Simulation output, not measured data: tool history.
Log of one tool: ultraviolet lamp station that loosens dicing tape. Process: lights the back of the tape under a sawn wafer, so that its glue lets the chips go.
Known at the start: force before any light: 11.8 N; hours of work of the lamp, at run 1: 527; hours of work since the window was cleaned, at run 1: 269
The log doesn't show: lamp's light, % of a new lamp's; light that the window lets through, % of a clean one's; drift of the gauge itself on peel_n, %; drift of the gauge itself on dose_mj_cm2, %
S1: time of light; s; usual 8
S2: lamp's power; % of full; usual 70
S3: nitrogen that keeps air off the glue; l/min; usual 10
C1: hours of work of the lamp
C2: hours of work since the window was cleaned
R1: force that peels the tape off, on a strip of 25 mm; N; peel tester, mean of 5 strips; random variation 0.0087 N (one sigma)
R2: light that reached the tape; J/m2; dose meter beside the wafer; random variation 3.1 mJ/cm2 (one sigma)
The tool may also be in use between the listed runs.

{"run": 1, "hour": 0.0, "S1": 8, "S2": 70, "S3": 10, "C1": 527, "C2": 269, "R1": 0.56, "R2": 4130}
{"run": 2, "hour": 25.7, "S1": 8, "S2": 70, "S3": 10, "C1": 542, "C2": 284, "R1": 0.535, "R2": 4180}
{"run": 3, "hour": 60.4, "S1": 8, "S2": 70, "S3": 10, "C1": 562, "C2": 304, "R1": 0.589, "R2": 4160}
{"run": 4, "hour": 77.4, "S1": 8, "S2": 84, "S3": 10, "C1": 572, "C2": 314, "R1": 0.343, "R2": 4970}
{"run": 5, "hour": 107.3, "S1": 8, "S2": 70, "S3": 10, "C1": 589, "C2": 331, "R1": 0.59, "R2": 4070}
{"run": 6, "hour": 126.2, "S1": 8, "S2": 70, "S3": 10, "C1": 600, "C2": 342, "R1": 0.595, "R2": 4080}
{"run": 7, "hour": 160.7, "S1": 8, "S2": 70, "S3": 17, "C1": 620, "C2": 362, "R1": 0.403, "R2": 4070}
{"run": 8, "hour": 186.1, "S1": 8, "S2": 70, "S3": 17, "C1": 634, "C2": 377, "R1": 0.409, "R2": 4020}
{"run": 9, "hour": 212.9, "S1": 8, "S2": 70, "S3": 10, "C1": 650, "C2": 392, "R1": 0.626, "R2": 4020}
{"hour": 215.7, "done": "window cleaned of glue's vapour"}
{"run": 10, "hour": 241.1, "S1": 8, "S2": 70, "S3": 10, "C1": 666, "C2": 15, "R1": 0.694, "R2": 3840}
{"run": 11, "hour": 260.0, "S1": 8, "S2": 70, "S3": 10, "C1": 677, "C2": 26, "R1": 0.702, "R2": 3880}
{"run": 12, "hour": 291.1, "S1": 8, "S2": 70, "S3": 10, "C1": 695, "C2": 44, "R1": 0.709, "R2": 3860}
{"run": 13, "hour": 322.2, "S1": 8, "S2": 70, "S3": 19, "C1": 713, "C2": 62, "R1": 0.437, "R2": 3790}
{"hour": 357.3, "done": "window cleaned of glue's vapour, once more"}
{"run": 14, "hour": 362.9, "S1": 7, "S2": 70, "S3": 19, "C1": 736, "C2": 3, "R1": 0.504, "R2": 3620}
{"run": 15, "hour": 383.4, "S1": 8, "S2": 70, "S3": 10, "C1": 748, "C2": 15, "R1": 0.584, "R2": 4170}
{"run": 16, "hour": 405.6, "S1": 8, "S2": 70, "S3": 10, "C1": 761, "C2": 28, "R1": 0.585, "R2": 4120}
{"run": 17, "hour": 433.7, "S1": 8, "S2": 70, "S3": 10, "C1": 777, "C2": 44, "R1": 0.552, "R2": 4040}
{"run": 18, "hour": 452.4, "S1": 8, "S2": 70, "S3": 10, "C1": 788, "C2": 55, "R1": 0.598, "R2": 4020}
{"run": 19, "hour": 490.4, "S1": 8, "S2": 70, "S3": 10, "C1": 810, "C2": 77, "R1": 0.602, "R2": 4010}
{"run": 20, "hour": 525.6, "S1": 12, "S2": 70, "S3": 10, "C1": 830, "C2": 97, "R1": 0.187, "R2": 6030}
{"run": 21, "hour": 562.0, "S1": 12, "S2": 70, "S3": 10, "C1": 851, "C2": 118, "R1": 0.186, "R2": 6060}
{"run": 22, "hour": 580.0, "S1": 12, "S2": 70, "S3": 10, "C1": 861, "C2": 129, "R1": 0.191, "R2": 5970}
{"run": 23, "hour": 617.3, "S1": 12, "S2": 92, "S3": 18, "C1": 883, "C2": 150, "R1": 0.063, "R2": 7750}
{"run": 24, "hour": 634.1, "S1": 12, "S2": 92, "S3": 18, "C1": 893, "C2": 160, "R1": 0.077, "R2": 7760}
{"run": 25, "hour": 670.6, "S1": 12, "S2": 92, "S3": 18, "C1": 914, "C2": 181, "R1": 0.069, "R2": 7710}
{"run": 26, "hour": 706.1, "S1": 4, "S2": 63, "S3": 5, "C1": 934, "C2": 201, "R1": 3.988, "R2": 1740}
{"run": 27, "hour": 733.7, "S1": 11, "S2": 86, "S3": 5, "C1": 950, "C2": 217, "R1": 0.295, "R2": 6510}
{"run": 28, "hour": 764.0, "S1": 11, "S2": 97, "S3": 6, "C1": 968, "C2": 235, "R1": 0.167, "R2": 7360}
{"run": 29, "hour": 791.0, "S1": 14, "S2": 97, "S3": 6, "C1": 983, "C2": 250, "R1": 0.098, "R2": 9270}
{"run": 30, "hour": 808.7, "S1": 8, "S2": 80, "S3": 10, "C1": 993, "C2": 261, "R1": 0.514, "R2": 4360}
{"run": 31, "hour": 849.1, "S1": 5, "S2": 79, "S3": 8, "C1": 1017, "C2": 284, "R1": 1.848, "R2": 2670}
{"run": 32, "hour": 876.9, "S1": 8, "S2": 80, "S3": 11, "C1": 1033, "C2": 300, "R1": 0.461, "R2": 4250}
{"run": 33, "hour": 898.7, "S1": 8, "S2": 70, "S3": 17, "C1": 1045, "C2": 313, "R1": 0.511, "R2": 3760}
{"run": 34, "hour": 918.1, "S1": 8, "S2": 70, "S3": 17, "C1": 1057, "C2": 324, "R1": 0.528, "R2": 3760}
{"run": 35, "hour": 948.2, "S1": 8, "S2": 70, "S3": 17, "C1": 1074, "C2": 341, "R1": 0.523, "R2": 3690}
{"run": 36, "hour": 979.5, "S1": 8, "S2": 93, "S3": 3, "C1": 1092, "C2": 359, "R1": 1.093, "R2": 4890}
{"run": 37, "hour": 1018.9, "S1": 8, "S2": 72, "S3": 13, "C1": 1115, "C2": 382, "R1": 0.622, "R2": 3770}
{"hour": 1038.4, "done": "window cleaned of glue's vapour"}
{"run": 38, "hour": 1038.6, "S1": 16, "S2": 83, "S3": 11, "C1": 1126, "C2": 0, "R1": 0.072, "R2": 9030}
{"run": 39, "hour": 1068.2, "S1": 10, "S2": 96, "S3": 13, "C1": 1143, "C2": 17, "R1": 0.123, "R2": 6500}
{"run": 40, "hour": 1093.2, "S1": 10, "S2": 96, "S3": 13, "C1": 1158, "C2": 32, "R1": 0.118, "R2": 6500}
{"run": 41, "hour": 1110.1, "S1": 10, "S2": 96, "S3": 13, "C1": 1167, "C2": 41, "R1": 0.116, "R2": 6450}
{"run": 42, "hour": 1149.9, "S1": 8, "S2": 70, "S3": 3, "C1": 1190, "C2": 64, "R1": 1.91, "R2": 3700}
{"run": 43, "hour": 1181.3, "S1": 5, "S2": 67, "S3": 19, "C1": 1208, "C2": 83, "R1": 1.634, "R2": 2220}

How the hidden state differs across the entries between the runs, from the last listed run before each to the first after it:
Between runs 9 and 10: window cleaned of glue's vapour (hour 215.7)
  lamp's light, % of a new lamp's: 87.4 -> 87.2; light that the window lets through, % of a clean one's: 94.5 -> 91.2
  measured less the result without the state, R1: +0.268 -> +0.334 N; R2: -850 -> -1000 J/m2
Between runs 13 and 14: window cleaned of glue's vapour, once more (hour 357.3)
  lamp's light, % of a new lamp's: 86.3 -> 85.8; light that the window lets through, % of a clean one's: 90.6 -> 99.7
  measured less the result without the state, R1: +0.235 -> +0.188 N; R2: -1050 -> -610 J/m2
Between runs 37 and 38: window cleaned of glue's vapour (hour 1038.4)
  lamp's light, % of a new lamp's: 78.8 -> 78.6; light that the window lets through, % of a clean one's: 95 -> 99.9
  measured less the result without the state, R1: +0.362 -> +0.009 N; R2: -1260 -> -2470 J/m2
